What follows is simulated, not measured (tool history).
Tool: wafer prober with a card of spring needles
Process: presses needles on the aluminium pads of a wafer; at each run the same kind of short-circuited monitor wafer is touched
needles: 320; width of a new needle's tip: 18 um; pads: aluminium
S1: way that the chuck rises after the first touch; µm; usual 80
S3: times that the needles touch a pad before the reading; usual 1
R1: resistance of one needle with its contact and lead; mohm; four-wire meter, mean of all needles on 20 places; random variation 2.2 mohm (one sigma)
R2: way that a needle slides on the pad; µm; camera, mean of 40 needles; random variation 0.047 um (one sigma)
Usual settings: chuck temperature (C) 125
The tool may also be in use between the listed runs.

run 1 hour=0 | S1=80 chuck_temperature_(C)=125 S3=1 | R1=243 R2=17.08
-- hour=2 tips cleaned on abrasive film
-- hour=5.9 tips cleaned on abrasive film
-- hour=9.7 tips cleaned on abrasive film
-- hour=13.6 tips cleaned on abrasive film
-- hour=18.5 tips cleaned on abrasive film
-- hour=22.3 tips cleaned on abrasive film
-- hour=27.2 tips cleaned on abrasive film
-- hour=32 tips cleaned on abrasive film
run 2 hour=34.2 | S1=80 chuck_temperature_(C)=125 S3=1 | R1=246 R2=16.97
-- hour=36.2 tips cleaned on abrasive film
-- hour=40 tips cleaned on abrasive film
-- hour=43.9 tips cleaned on abrasive film
-- hour=47.8 tips cleaned on abrasive film
run 3 hour=51.4 | S1=80 chuck_temperature_(C)=125 S3=1 | R1=245 R2=16.98
-- hour=52.5 tips cleaned on abrasive film
-- hour=57.3 tips cleaned on abrasive film
-- hour=61.2 tips cleaned on abrasive film
-- hour=65 tips cleaned on abrasive film
-- hour=68.9 tips cleaned on abrasive film
run 4 hour=70.9 | S1=80 chuck_temperature_(C)=125 S3=1 | R1=241 R2=17.04
-- hour=72.9 tips cleaned on abrasive film
-- hour=77.7 tips cleaned on abrasive film
-- hour=81.6 tips cleaned on abrasive film
-- hour=85.5 tips cleaned on abrasive film
run 5 hour=87.9 | S1=80 chuck_temperature_(C)=125 S3=1 | R1=244 R2=17.04
-- hour=89.9 tips cleaned on abrasive film
-- hour=93.8 tips cleaned on abrasive film
-- hour=98.6 tips cleaned on abrasive film
-- hour=102.5 tips cleaned on abrasive film
-- hour=106.4 tips cleaned on abrasive film
-- hour=111.2 tips cleaned on abrasive film
-- hour=115.1 tips cleaned on abrasive film
-- hour=119.9 tips cleaned on abrasive film
run 6 hour=122.5 | S1=61 chuck_temperature_(C)=125 S3=1 | R1=244 R2=12.98
-- hour=124.5 tips cleaned on abrasive film
-- hour=128.4 tips cleaned on abrasive film
-- hour=132.2 tips cleaned on abrasive film
-- hour=136.1 tips cleaned on abrasive film
run 7 hour=139.2 | S1=61 chuck_temperature_(C)=125 S3=1 | R1=251 R2=12.93
-- hour=140.2 tips cleaned on abrasive film
-- hour=144.1 tips cleaned on abrasive film
-- hour=148.9 tips cleaned on abrasive film
-- hour=152.8 tips cleaned on abrasive film
-- hour=157.6 tips cleaned on abrasive film
-- hour=162.4 tips cleaned on abrasive film
-- hour=167.3 tips cleaned on abrasive film
-- hour=172.1 tips cleaned on abrasive film
run 8 hour=174.4 | S1=80 chuck_temperature_(C)=125 S3=1 | R1=244 R2=17
-- hour=176.4 tips cleaned on abrasive film
-- hour=180.3 tips cleaned on abrasive film
-- hour=185.1 tips cleaned on abrasive film
-- hour=189.9 tips cleaned on abrasive film
run 9 hour=192.8 | S1=80 chuck_temperature_(C)=125 S3=1 | R1=244 R2=16.94
-- hour=193.8 tips cleaned on abrasive film
-- hour=198.6 tips cleaned on abrasive film
-- hour=202.5 tips cleaned on abrasive film
-- hour=206.4 tips cleaned on abrasive film
-- hour=210.3 tips cleaned on abrasive film
-- hour=214.2 tips cleaned on abrasive film
-- hour=219 tips cleaned on abrasive film
-- hour=222.9 tips cleaned on abrasive film
-- hour=227.6 tips cleaned on abrasive film
run 10 hour=227.6 | S1=80 chuck_temperature_(C)=125 S3=1 | R1=246 R2=16.9
-- hour=231.5 tips cleaned on abrasive film
-- hour=235.6 height of the first contact set anew
-- hour=236.6 tips cleaned on abrasive film
-- hour=240.5 tips cleaned on abrasive film
-- hour=244.4 tips cleaned on abrasive film
-- hour=249.2 tips cleaned on abrasive film
-- hour=253.2 tips cleaned on abrasive film
run 11 hour=253.2 | S1=80 chuck_temperature_(C)=125 S3=1 | R1=241 R2=17
-- hour=258 tips cleaned on abrasive film
-- hour=262.8 tips cleaned on abrasive film
-- hour=266.7 tips cleaned on abrasive film
-- hour=270.6 tips cleaned on abrasive film
-- hour=275.4 tips cleaned on abrasive film
run 12 hour=276.3 | S1=62 chuck_temperature_(C)=85 S3=2 | R1=239 R2=13.08
-- hour=280.1 tips cleaned on abrasive film
-- hour=285 tips cleaned on abrasive film
-- hour=288.8 tips cleaned on abrasive film
-- hour=293.7 tips cleaned on abrasive film
-- hour=298.5 tips cleaned on abrasive film
-- hour=302.4 tips cleaned on abrasive film
-- hour=307.2 tips cleaned on abrasive film
run 13 hour=308.3 | S1=62 chuck_temperature_(C)=85 S3=2 | R1=238 R2=13.06
-- hour=311.2 tips cleaned on abrasive film
-- hour=315.1 tips cleaned on abrasive film
-- hour=319.9 tips cleaned on abrasive film
-- hour=324.7 tips cleaned on abrasive film
run 14 hour=326.6 | S1=65 chuck_temperature_(C)=58 S3=2 | R1=233 R2=13.77
-- hour=329.5 tips cleaned on abrasive film
-- hour=333.4 tips cleaned on abrasive film
-- hour=338.2 tips cleaned on abrasive film
-- hour=342.5 tips cleaned on abrasive film
run 15 hour=342.5 | S1=64 chuck_temperature_(C)=27 S3=2 | R1=223 R2=13.54
-- hour=347.3 tips cleaned on abrasive film
-- hour=352.1 tips cleaned on abrasive film
-- hour=356 tips cleaned on abrasive film
-- hour=359.9 tips cleaned on abrasive film
run 16 hour=363.6 | S1=80 chuck_temperature_(C)=125 S3=2 | R1=244 R2=16.89
-- hour=364.6 tips cleaned on abrasive film
-- hour=368.5 tips cleaned on abrasive film
-- hour=373.3 tips cleaned on abrasive film
-- hour=378.1 tips cleaned on abrasive film
run 17 hour=379.8 | S1=95 chuck_temperature_(C)=107 S3=2 | R1=237 R2=20.1
-- hour=382.8 tips cleaned on abrasive film
-- hour=386.7 tips cleaned on abrasive film
-- hour=391.5 tips cleaned on abrasive film
-- hour=396.3 tips cleaned on abrasive film
-- hour=400.2 tips cleaned on abrasive film
run 18 hour=403.1 | S1=90 chuck_temperature_(C)=42 S3=1 | R1=222 R2=19.02
-- hour=404.2 tips cleaned on abrasive film
-- hour=408.1 tips cleaned on abrasive film
-- hour=411.9 tips cleaned on abrasive film
-- hour=415.8 tips cleaned on abrasive film
-- hour=420.6 tips cleaned on abrasive film
-- hour=424.5 tips cleaned on abrasive film
run 19 hour=428 | S1=82 chuck_temperature_(C)=33 S3=1 | R1=224 R2=17.27
-- hour=429 tips cleaned on abrasive film
-- hour=432.9 tips cleaned on abrasive film
-- hour=437.7 tips cleaned on abrasive film
-- hour=442.5 tips cleaned on abrasive film
-- hour=446.4 tips cleaned on abrasive film
run 20 hour=447.4 | S1=74 chuck_temperature_(C)=34 S3=1 | R1=223 R2=15.56
-- hour=450.4 tips cleaned on abrasive film
-- hour=454.2 tips cleaned on abrasive film
-- hour=459.1 tips cleaned on abrasive film
-- hour=463.9 tips cleaned on abrasive film
run 21 hour=467.3 | S1=80 chuck_temperature_(C)=125 S3=2 | R1=243 R2=16.83
-- hour=468.3 tips cleaned on abrasive film
-- hour=472.2 tips cleaned on abrasive film
-- hour=476.1 tips cleaned on abrasive film
-- hour=480.9 tips cleaned on abrasive film
run 22 hour=482.8 | S1=97 chuck_temperature_(C)=125 S3=1 | R1=239 R2=20.35

Hidden state or all else? Some run-to-run changes of R2, split into what the settings, what came in and random variation would give without the hidden state, and what is left for the hidden state (with any gauge scatter that isn't in both results):
The hidden state here: debris on the tips, nm; way that the needles fall short of the set height, um; tips' diameter, um; drift of the gauge itself on contact_mohm, %; drift of the gauge itself on scrub_um, %.
Run 5 -> 6: S1 80 -> 61, tips cleaned on abrasive film, tips cleaned on abrasive film, tips cleaned on abrasive film, tips cleaned on abrasive film, tips cleaned on abrasive film, tips cleaned on abrasive film, tips cleaned on abrasive film, tips cleaned on abrasive film. R2 -4.06 µm: hidden state +0, all else -4.06.
Run 7 -> 8: S1 61 -> 80, tips cleaned on abrasive film, tips cleaned on abrasive film, tips cleaned on abrasive film, tips cleaned on abrasive film, tips cleaned on abrasive film, tips cleaned on abrasive film, tips cleaned on abrasive film, tips cleaned on abrasive film. R2 +4.07 µm: hidden state -0.04, all else +4.11.
Run 15 -> 16: S1 64 -> 80, chuck temperature (C) 27 -> 125, tips cleaned on abrasive film, tips cleaned on abrasive film, tips cleaned on abrasive film, tips cleaned on abrasive film. R2 +3.35 µm: hidden state -0.05, all else +3.4.
Run 21 -> 22: S1 80 -> 97, S3 2 -> 1, tips cleaned on abrasive film, tips cleaned on abrasive film, tips cleaned on abrasive film, tips cleaned on abrasive film. R2 +3.52 µm: hidden state -0.05, all else +3.57.

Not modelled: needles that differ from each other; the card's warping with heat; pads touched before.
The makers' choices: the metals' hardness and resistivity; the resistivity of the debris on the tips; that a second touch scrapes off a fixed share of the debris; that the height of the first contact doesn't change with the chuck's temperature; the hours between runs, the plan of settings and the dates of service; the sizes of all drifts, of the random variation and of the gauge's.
